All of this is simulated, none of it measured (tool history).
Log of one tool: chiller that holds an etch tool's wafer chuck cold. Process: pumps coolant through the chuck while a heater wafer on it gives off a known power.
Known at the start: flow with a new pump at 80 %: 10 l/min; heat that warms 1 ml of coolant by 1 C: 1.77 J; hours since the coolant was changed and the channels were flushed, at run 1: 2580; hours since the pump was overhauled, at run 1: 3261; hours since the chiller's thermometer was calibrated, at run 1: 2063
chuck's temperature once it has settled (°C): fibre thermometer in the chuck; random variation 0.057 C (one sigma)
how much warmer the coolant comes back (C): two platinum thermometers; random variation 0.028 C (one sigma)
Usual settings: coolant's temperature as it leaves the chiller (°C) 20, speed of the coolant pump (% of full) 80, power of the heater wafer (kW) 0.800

run,hour,coolant's temperature as it leaves the chiller (°C),speed of the coolant pump (% of full),power of the heater wafer (kW),hours since the coolant was changed and the channels were flushed,hours since the pump was overhauled,hours since the chiller's thermometer was calibrated,chuck's temperature once it has settled (°C),how much warmer the coolant comes back (C)
1,0.0,20,80,0.800,2580,3261,2063,27.63,2.91
2,64.9,20,80,0.800,2645,3326,2128,27.45,2.91
3,130.6,20,80,0.800,2711,3391,2194,27.43,2.87
4,220.4,20,80,0.800,2801,3481,2283,27.39,2.91
5,310.2,20,80,0.800,2891,3571,2373,27.50,2.89
6,372.3,20,80,0.800,2953,3633,2435,27.50,2.91
# hour 431.3: chiller's thermometer calibrated
7,452.0,20,80,0.800,3031,3712,21,28.27,2.92
8,541.8,20,80,0.800,3121,3802,111,28.18,2.93
9,632.1,20,80,0.800,3211,3892,201,28.13,2.92
10,691.2,27,80,0.932,3271,3951,260,36.54,3.44
11,753.3,15,80,0.800,3333,4013,322,23.15,2.98
12,838.6,15,80,0.800,3418,4098,407,23.21,2.95
# hour 916.3: coolant changed, channels flushed
13,920.5,20,78,0.800,4,4174,483,27.89,3.02
14,984.3,20,78,0.800,68,4238,547,27.96,2.99

Forecast each of these 4 alternatives for the next run:
A,1070.1,20,77,0.861,154,4324,633,?,?
B,1070.1,20,77,0.800,154,4324,633,?,?
C,1070.1,20,74,0.800,154,4324,633,?,?
D,1070.1,16,86,0.493,154,4324,633,?,?

run,chuck's temperature once it has settled (°C),how much warmer the coolant comes back (C)
A,28.56,3.33
B,28.01,3.13
C,28.18,3.20
D,20.58,1.74
Without the tool's hidden state the same runs would have given:
run,chuck's temperature once it has settled (°C),how much warmer the coolant comes back (C)
A,28.15,3.04
B,27.63,2.86
C,27.78,2.92
D,20.42,1.59
